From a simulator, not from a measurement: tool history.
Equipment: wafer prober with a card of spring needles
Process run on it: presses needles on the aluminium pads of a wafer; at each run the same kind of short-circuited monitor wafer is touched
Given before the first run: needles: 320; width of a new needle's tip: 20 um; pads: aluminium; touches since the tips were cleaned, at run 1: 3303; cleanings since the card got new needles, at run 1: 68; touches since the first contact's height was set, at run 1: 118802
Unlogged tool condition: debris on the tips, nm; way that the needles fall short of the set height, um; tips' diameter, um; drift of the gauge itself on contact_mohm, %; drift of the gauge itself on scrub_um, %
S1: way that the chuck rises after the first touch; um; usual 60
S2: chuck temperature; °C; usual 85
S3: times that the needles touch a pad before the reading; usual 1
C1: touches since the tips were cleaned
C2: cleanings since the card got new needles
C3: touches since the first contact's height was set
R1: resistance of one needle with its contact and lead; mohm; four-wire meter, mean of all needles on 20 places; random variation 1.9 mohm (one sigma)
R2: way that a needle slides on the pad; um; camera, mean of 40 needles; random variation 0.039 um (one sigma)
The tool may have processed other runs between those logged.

run   hour  S1   S2  S3    C1   C2      C3   R1     R2
  1      0  60   85   1  3303   68  118802  209  11.59
       4.1  -- tips cleaned on abrasive film
  2   14.7  60   85   1  4177   69  124585  206  11.59
      17.2  -- tips cleaned on abrasive film
      29.5  -- tips cleaned on abrasive film
  3   37.2  60   85   1  3067   71  133461  204  11.61
      43.6  -- tips cleaned on abrasive film
        56  -- tips cleaned on abrasive film
  4   62.4  67   85   1  2528   73  143393  203  12.95
      68.3  -- tips cleaned on abrasive film
      81.5  -- tips cleaned on abrasive film
  5   89.1  60   85   1  3013   75  153932  202  11.55
      94.7  -- tips cleaned on abrasive film
     106.9  -- tips cleaned on abrasive film
  6  108.2  60   85   1   500   77  161411  205  11.62
     120.5  -- tips cleaned on abrasive film
  7  120.5  60   85   1     0   78  166263  203   11.6
     133.2  -- tips cleaned on abrasive film
  8  143.4  60   85   1  4048   79  175341  206  11.63
     145.5  -- tips cleaned on abrasive film
     158.6  -- tips cleaned on abrasive film
  9    166  65   85   1  2949   81  184240  202  12.49
     170.8  -- tips cleaned on abrasive film
     183.8  -- tips cleaned on abrasive film
 10  186.5  65   85   1  1058   83  192298  202   12.5
     198.3  -- tips cleaned on abrasive film
 11  206.3  65   85   1  3210   84  200140  206  12.52
     211.3  -- tips cleaned on abrasive film
 12  222.3  65   85   1  4351   85  206420  205  12.58
     223.6  -- tips cleaned on abrasive film
     236.4  -- tips cleaned on abrasive film
 13  236.8  65   85   1   147   87  212105  203   12.5
     249.6  -- tips cleaned on abrasive film
 14  260.5  65   85   1  4333   88  221505  203  12.49
     262.4  -- tips cleaned on abrasive film
     275.2  -- tips cleaned on abrasive film
 15    279  65   85   1  1494   90  228754  203   12.4
     287.8  -- tips cleaned on abrasive film
     301.1  -- tips cleaned on abrasive film
 16  302.8  76   90   1   706   92  238155  202  14.62
     314.9  -- tips cleaned on abrasive film
 17  315.5  76   90   1   265   93  243161  201  14.55
     326.9  -- height of the first contact set anew
     328.9  -- tips cleaned on abrasive film
     342.5  -- tips cleaned on abrasive film
 18  343.5  76   90   1   380   95    6494  198  14.63
     356.9  -- tips cleaned on abrasive film
 19  364.8  43   85   1  3134   96   14909  213   8.28
     370.7  -- tips cleaned on abrasive film
     384.7  -- tips cleaned on abrasive film
 20  388.6  55   85   1  1543   98   24288  204  10.48
     397.3  -- tips cleaned on abrasive film
 21  402.9  46   56   3  2226   99   29955  204   8.79
       411  -- tips cleaned on abrasive film
 22  415.6  46   56   3  1820  100   34948  202    8.8
     423.5  -- tips cleaned on abrasive film
 23  430.4  46   56   3  2732  101   40786  203   8.75
       437  -- tips cleaned on abrasive film
 24  444.3  49   40   3  2915  102   46290  197   9.38
     450.2  -- tips cleaned on abrasive film
 25  461.8  49   40   1  4634  103   53191  196   9.39
     463.9  -- tips cleaned on abrasive film
 26  473.3  60  102   2  3740  104   57730  210  11.47
     477.9  -- tips cleaned on abrasive film
     490.5  -- tips cleaned on abrasive film
 27  497.4  46   83   1  2762  106   67221  211   8.79
       503  -- tips cleaned on abrasive film
     516.1  -- tips cleaned on abrasive film
 28  518.5  46   83   1   934  108   75506  209    8.8
     528.3  -- tips cleaned on abrasive film
 29  537.7  46   40   1  3709  109   83090  196   8.82
     541.9  -- tips cleaned on abrasive film
     555.3  -- tips cleaned on abrasive film
 30  555.3  60   85   2     0  111   90016  206  11.39

Below are 4 alternative next runs, each starting from the tool's condition after run 30. Predict each:
     569.3  -- tips cleaned on abrasive film
     581.4  -- tips cleaned on abrasive film
  A  581.4  60   94   1   0  113  100310   ?   ?
     569.3  -- tips cleaned on abrasive film
     581.4  -- tips cleaned on abrasive film
  B  581.4  53  120   3   0  113  100310   ?   ?
     569.3  -- tips cleaned on abrasive film
     581.4  -- tips cleaned on abrasive film
  C  581.4  76   85   1   0  113  100310   ?   ?
     569.3  -- tips cleaned on abrasive film
     581.4  -- tips cleaned on abrasive film
  D  581.4  60   32   3   0  113  100310   ?   ?

run   R1     R2
  A  203  11.39
  B  215  10.06
  C  203  14.44
  D  193  11.46
Had the tool no hidden state, the same runs would have come out as:
run   R1     R2
  A  203  11.55
  B  215  10.21
  C  203  14.65
  D  193  11.62
